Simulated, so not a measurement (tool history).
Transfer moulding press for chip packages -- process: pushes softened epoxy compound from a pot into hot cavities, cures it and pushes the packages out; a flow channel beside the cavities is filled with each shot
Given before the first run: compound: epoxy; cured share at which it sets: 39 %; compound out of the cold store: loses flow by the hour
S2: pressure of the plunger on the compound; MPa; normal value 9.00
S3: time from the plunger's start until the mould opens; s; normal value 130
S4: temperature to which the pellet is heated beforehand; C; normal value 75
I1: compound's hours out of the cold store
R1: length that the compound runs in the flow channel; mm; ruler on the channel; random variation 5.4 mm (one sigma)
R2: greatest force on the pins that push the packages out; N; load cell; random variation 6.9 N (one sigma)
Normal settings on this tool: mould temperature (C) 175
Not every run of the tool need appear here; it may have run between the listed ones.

run 1 hour=0.0 | mould_temperature_(C)=175 S2=9.00 S3=130 S4=75 | I1=11.1 | R1=600 R2=477
-- hour=20.4 cavities cleaned with cleaning compound and waxed
run 2 hour=72.5 | mould_temperature_(C)=175 S2=9.00 S3=130 S4=70 | I1=23.7 | R1=541 R2=563
-- hour=98.9 cavities cleaned with cleaning compound and waxed
run 3 hour=169.5 | mould_temperature_(C)=175 S2=10.89 S3=130 S4=75 | I1=32.4 | R1=570 R2=443
-- hour=175.3 cavities cleaned with cleaning compound and waxed
-- hour=251.2 cavities cleaned with cleaning compound and waxed
run 4 hour=251.2 | mould_temperature_(C)=175 S2=10.99 S3=130 S4=75 | I1=22.3 | R1=595 R2=252
-- hour=257.8 plunger's sealing rings changed
run 5 hour=296.9 | mould_temperature_(C)=175 S2=10.99 S3=130 S4=75 | I1=13.5 | R1=666 R2=420
-- hour=331.7 cavities cleaned with cleaning compound and waxed
run 6 hour=338.3 | mould_temperature_(C)=175 S2=10.99 S3=130 S4=75 | I1=27.1 | R1=620 R2=287
-- hour=347.4 mould's thermocouples calibrated
run 7 hour=396.3 | mould_temperature_(C)=175 S2=10.99 S3=130 S4=75 | I1=45.3 | R1=566 R2=427
-- hour=411.9 cavities cleaned with cleaning compound and waxed
run 8 hour=447.4 | mould_temperature_(C)=175 S2=10.99 S3=130 S4=75 | I1=20.6 | R1=636 R2=422
-- hour=490.5 cavities cleaned with cleaning compound and waxed
-- hour=507.4 cavities cleaned with cleaning compound and waxed, once more
run 9 hour=545.6 | mould_temperature_(C)=175 S2=10.99 S3=130 S4=75 | I1=9.9 | R1=655 R2=402
-- hour=585.9 cavities cleaned with cleaning compound and waxed
run 10 hour=618.4 | mould_temperature_(C)=175 S2=10.99 S3=130 S4=75 | I1=12.7 | R1=642 R2=403
-- hour=661.5 cavities cleaned with cleaning compound and waxed
-- hour=692.8 plunger's sealing rings changed
run 11 hour=692.8 | mould_temperature_(C)=175 S2=9.00 S3=130 S4=75 | I1=39.9 | R1=530 R2=352
-- hour=744.1 cavities cleaned with cleaning compound and waxed
run 12 hour=781.9 | mould_temperature_(C)=175 S2=9.00 S3=129 S4=75 | I1=9.2 | R1=612 R2=411
-- hour=821.2 cavities cleaned with cleaning compound and waxed
run 13 hour=870.7 | mould_temperature_(C)=175 S2=9.00 S3=129 S4=75 | I1=18.0 | R1=575 R2=416
-- hour=897.2 cavities cleaned with cleaning compound and waxed
run 14 hour=968.2 | mould_temperature_(C)=175 S2=8.15 S3=139 S4=75 | I1=35.6 | R1=496 R2=415
-- hour=975.6 cavities cleaned with cleaning compound and waxed
run 15 hour=1027.1 | mould_temperature_(C)=176 S2=8.16 S3=150 S4=80 | I1=34.3 | R1=486 R2=384
-- hour=1054.4 cavities cleaned with cleaning compound and waxed
run 16 hour=1074.2 | mould_temperature_(C)=170 S2=8.81 S3=122 S4=75 | I1=44.4 | R1=508 R2=479
-- hour=1126.9 plunger's sealing rings changed
-- hour=1137.4 cavities cleaned with cleaning compound and waxed
run 17 hour=1166.7 | mould_temperature_(C)=170 S2=9.00 S3=130 S4=80 | I1=28.6 | R1=583 R2=476
-- hour=1213.5 cavities cleaned with cleaning compound and waxed
run 18 hour=1229.0 | mould_temperature_(C)=177 S2=9.00 S3=115 S4=83 | I1=16.8 | R1=573 R2=322
-- hour=1263.3 mould's thermocouples calibrated
run 19 hour=1272.4 | mould_temperature_(C)=177 S2=9.00 S3=115 S4=83 | I1=22.1 | R1=569 R2=483
-- hour=1295.5 cavities cleaned with cleaning compound and waxed
run 20 hour=1365.4 | mould_temperature_(C)=175 S2=8.49 S3=137 S4=69 | I1=25.9 | R1=542 R2=452
-- hour=1375.4 cavities cleaned with cleaning compound and waxed
run 21 hour=1411.8 | mould_temperature_(C)=180 S2=9.00 S3=136 S4=75 | I1=45.9 | R1=480 R2=335
-- hour=1452.7 cavities cleaned with cleaning compound and waxed
run 22 hour=1456.9 | mould_temperature_(C)=180 S2=9.00 S3=136 S4=75 | I1=45.4 | R1=483 R2=243
-- hour=1534.0 cavities cleaned with cleaning compound and waxed
run 23 hour=1549.1 | mould_temperature_(C)=175 S2=9.00 S3=138 S4=75 | I1=42.6 | R1=489 R2=311
-- hour=1561.5 plunger's sealing rings changed
-- hour=1615.4 cavities cleaned with cleaning compound and waxed
run 24 hour=1619.3 | mould_temperature_(C)=175 S2=9.83 S3=138 S4=75 | I1=20.0 | R1=613 R2=277
run 25 hour=1671.5 | mould_temperature_(C)=175 S2=9.83 S3=138 S4=75 | I1=33.3 | R1=567 R2=420

Alternative continuations, all from the tool just after run 25; predict every row:
-- hour=1694.3 cavities cleaned with cleaning compound and waxed
run A hour=1732.4 | mould_temperature_(C)=175 S2=9.83 S3=127 S4=65 | I1=36.3 | R1=? R2=?
-- hour=1694.3 cavities cleaned with cleaning compound and waxed
run B hour=1732.4 | mould_temperature_(C)=177 S2=10.91 S3=138 S4=75 | I1=23.1 | R1=? R2=?
-- hour=1694.3 cavities cleaned with cleaning compound and waxed
run C hour=1732.4 | mould_temperature_(C)=173 S2=9.00 S3=158 S4=79 | I1=11.9 | R1=? R2=?

run=A R1=554 R2=421
run=B R1=612 R2=346
run=C R1=609 R2=370
Take away the tool's hidden state, keep each run's random variation, and the runs would have read:
run=A R1=571 R2=293
run=B R1=631 R2=241
run=C R1=628 R2=259
